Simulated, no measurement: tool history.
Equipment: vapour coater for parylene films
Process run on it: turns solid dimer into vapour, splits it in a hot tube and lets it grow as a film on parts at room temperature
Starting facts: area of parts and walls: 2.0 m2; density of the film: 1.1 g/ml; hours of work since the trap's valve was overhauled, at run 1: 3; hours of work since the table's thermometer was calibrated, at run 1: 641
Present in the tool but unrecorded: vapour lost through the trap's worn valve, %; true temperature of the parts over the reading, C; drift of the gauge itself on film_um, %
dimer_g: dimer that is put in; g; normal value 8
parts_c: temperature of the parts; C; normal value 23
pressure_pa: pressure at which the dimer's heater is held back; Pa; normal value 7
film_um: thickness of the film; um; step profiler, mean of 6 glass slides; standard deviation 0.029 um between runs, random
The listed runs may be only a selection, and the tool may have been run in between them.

run   hour  dimer_g  parts_c  pressure_pa  hours of work since the trap's valve was overhauled  hours of work since the table's thermometer was calibrated  film_um
  1      0        8       23            7                                                    3                                                         641     2.66
  2     23        8       23            7                                                   16                                                         653     2.61
  3   37.4       11       23            7                                                   23                                                         661     3.56
  4   60.6        8       23            7                                                   36                                                         673     2.56
  5     88        8       25            7                                                   51                                                         688      2.4
  6  106.2        3       23            7                                                   61                                                         698     0.97
  7  133.2        3       23            7                                                   75                                                         712     1.01
  8  153.5        3       23            7                                                   86                                                         723     0.93
  9    178        3       23         3.06                                                   99                                                         736     1.06
 10    204        8       23            7                                                  113                                                         750     2.53
 11  220.1        8       23            7                                                  122                                                         759      2.5
 12  235.4        8       23            7                                                  130                                                         767     2.51
 13  263.1        8       23            7                                                  145                                                         782     2.49
 14  283.6        8       23            7                                                  156                                                         793     2.49
 15  305.2        8       23            7                                                  168                                                         805     2.44
 16  333.3        8       23            7                                                  183                                                         820     2.44
 17  359.9        8       23         2.79                                                  197                                                         835     2.68
 18  376.1        8       23            7                                                  206                                                         843     2.44
 19    397        8       23            7                                                  217                                                         854     2.43
 20  416.4        8       23            7                                                  228                                                         865     2.42
 21  438.2       13       22            7                                                  240                                                         877     4.01
 22  467.6       13       22            7                                                  255                                                         893     4.01

Run 23 comes next. What will it give?
 23   483        6       24            7                                                  264                                                         901        ?

Run 23 came out at film_um 1.73 um.
Were there no unlogged condition in the tool, this run, its random variation unchanged, would have produced film_um 1.93 um.
